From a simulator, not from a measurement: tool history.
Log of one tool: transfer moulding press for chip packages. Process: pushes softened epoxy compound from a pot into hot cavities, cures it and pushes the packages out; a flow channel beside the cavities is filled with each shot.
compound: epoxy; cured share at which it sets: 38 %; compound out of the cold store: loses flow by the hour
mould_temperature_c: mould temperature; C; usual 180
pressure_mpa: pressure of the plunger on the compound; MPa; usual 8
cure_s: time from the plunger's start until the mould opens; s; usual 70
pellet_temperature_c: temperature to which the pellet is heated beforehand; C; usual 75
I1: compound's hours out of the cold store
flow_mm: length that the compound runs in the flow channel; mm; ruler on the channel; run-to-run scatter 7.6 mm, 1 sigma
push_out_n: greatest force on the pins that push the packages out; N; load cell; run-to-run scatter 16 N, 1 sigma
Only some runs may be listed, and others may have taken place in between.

Run 1, hour 0: usual settings; I1 31.9. Result: flow_mm 873 mm, push_out_n 767 N.
Run 2, hour 9: usual settings but pressure_mpa 6.54 MPa; I1 37.9. Result: flow_mm 783 mm, push_out_n 762 N.
Run 3, hour 19.5: usual settings but pressure_mpa 6.54 MPa; I1 8.2. Result: flow_mm 847 mm, push_out_n 842 N.
Run 4, hour 25.5: usual settings but pressure_mpa 6.54 MPa; I1 31.9. Result: flow_mm 798 mm, push_out_n 774 N.
At hour 29.4: cavities cleaned with cleaning compound and waxed.
Run 5, hour 32.2: usual settings but pressure_mpa 6.54 MPa; I1 37.7. Result: flow_mm 780 mm, push_out_n 755 N.
Run 6, hour 42.2: usual settings but pressure_mpa 6.54 MPa; I1 38.2. Result: flow_mm 786 mm, push_out_n 763 N.
Run 7, hour 50.9: usual settings but pressure_mpa 6.54 MPa; I1 28.1. Result: flow_mm 796 mm, push_out_n 789 N.
Run 8, hour 56.7: usual settings but pressure_mpa 6.54 MPa; I1 20. Result: flow_mm 825 mm, push_out_n 808 N.
Run 9, hour 67.5: usual settings but pressure_mpa 6.54 MPa; I1 42.5. Result: flow_mm 774 mm, push_out_n 757 N.
At hour 76.1: cavities cleaned with cleaning compound and waxed.
Run 10, hour 79.9: usual settings but mould_temperature_c 184 C; I1 31.5. Result: flow_mm 862 mm, push_out_n 566 N.
Run 11, hour 90.1: usual settings but mould_temperature_c 184 C; I1 10.4. Result: flow_mm 905 mm, push_out_n 563 N.
Run 12, hour 99.5: usual settings but mould_temperature_c 184 C; I1 44.8. Result: flow_mm 831 mm, push_out_n 550 N.
Run 13, hour 107.8: usual settings; I1 22.8. Result: flow_mm 897 mm, push_out_n 788 N.
Run 14, hour 115.1: usual settings; I1 44.6. Result: flow_mm 861 mm, push_out_n 770 N.
At hour 123: mould's thermocouples calibrated.
At hour 124.5: cavities cleaned with cleaning compound and waxed.
Run 15, hour 128: usual settings but pellet_temperature_c 81 C; I1 36.2. Result: flow_mm 874 mm, push_out_n 743 N.
Run 16, hour 135.4: usual settings but mould_temperature_c 187 C, pellet_temperature_c 68 C; I1 45.1. Result: flow_mm 822 mm, push_out_n 452 N.
Run 17, hour 139.8: usual settings but mould_temperature_c 173 C, cure_s 100 s, pellet_temperature_c 82 C; I1 41.7. Result: flow_mm 892 mm, push_out_n 496 N.
Run 18, hour 149.5: usual settings but mould_temperature_c 173 C, cure_s 100 s, pellet_temperature_c 82 C; I1 31. Result: flow_mm 907 mm, push_out_n 475 N.
Run 19, hour 160.1: usual settings but mould_temperature_c 173 C, cure_s 100 s, pellet_temperature_c 83 C; I1 46.2. Result: flow_mm 883 mm, push_out_n 479 N.
At hour 168.4: plunger's sealing rings changed.
Run 20, hour 171.7: usual settings but pressure_mpa 8.73 MPa, cure_s 77 s; I1 14.4. Result: flow_mm 958 mm, push_out_n 590 N.
At hour 174.1: cavities cleaned with cleaning compound and waxed.
Run 21, hour 183.5: usual settings but pressure_mpa 8.11 MPa, pellet_temperature_c 76 C; I1 46.5. Result: flow_mm 853 mm, push_out_n 732 N.
Run 22, hour 193.3: usual settings but mould_temperature_c 179 C, pressure_mpa 7.04 MPa, cure_s 57 s, pellet_temperature_c 81 C; I1 38.7. Result: flow_mm 825 mm, push_out_n 1277 N.
Run 23, hour 200.2: usual settings but mould_temperature_c 179 C, pressure_mpa 7.56 MPa, cure_s 80 s; I1 29.6. Result: flow_mm 871 mm, push_out_n 557 N.
Run 24, hour 210.6: usual settings but mould_temperature_c 179 C, pressure_mpa 7.56 MPa, cure_s 80 s, pellet_temperature_c 66 C; I1 23.4. Result: flow_mm 879 mm, push_out_n 605 N.
Run 25, hour 216.5: usual settings but cure_s 64 s; I1 35.5. Result: flow_mm 890 mm, push_out_n 965 N.
At hour 221: cavities cleaned with cleaning compound and waxed.
Run 26, hour 226.7: usual settings but cure_s 89 s; I1 14.8. Result: flow_mm 907 mm, push_out_n 410 N.
Run 27, hour 232.9: usual settings but mould_temperature_c 178 C, pressure_mpa 9.67 MPa, cure_s 91 s, pellet_temperature_c 67 C; I1 12.6. Result: flow_mm 1024 mm, push_out_n 476 N.
Run 28, hour 241: usual settings but pressure_mpa 8.45 MPa, pellet_temperature_c 84 C; I1 11.7. Result: flow_mm 940 mm, push_out_n 775 N.

Forecast each of these 3 alternatives for the next run:
Run A, hour 250.4: usual settings but pressure_mpa 7.53 MPa, cure_s 56 s, pellet_temperature_c 68 C; I1 25.8. Result: flow_mm ?, push_out_n ?.
Run B, hour 250.4: usual settings but mould_temperature_c 185 C, pressure_mpa 7.69 MPa; I1 24.5. Result: flow_mm ?, push_out_n ?.
Run C, hour 250.4: usual settings but cure_s 71 s; I1 20.1. Result: flow_mm ?, push_out_n ?.

run  flow_mm  push_out_n
  A      864        1311
  B      857         524
  C      900         761
Had the tool no hidden state, the same runs would have come out as:
run  flow_mm  push_out_n
  A      865        1299
  B      858         519
  C      900         754
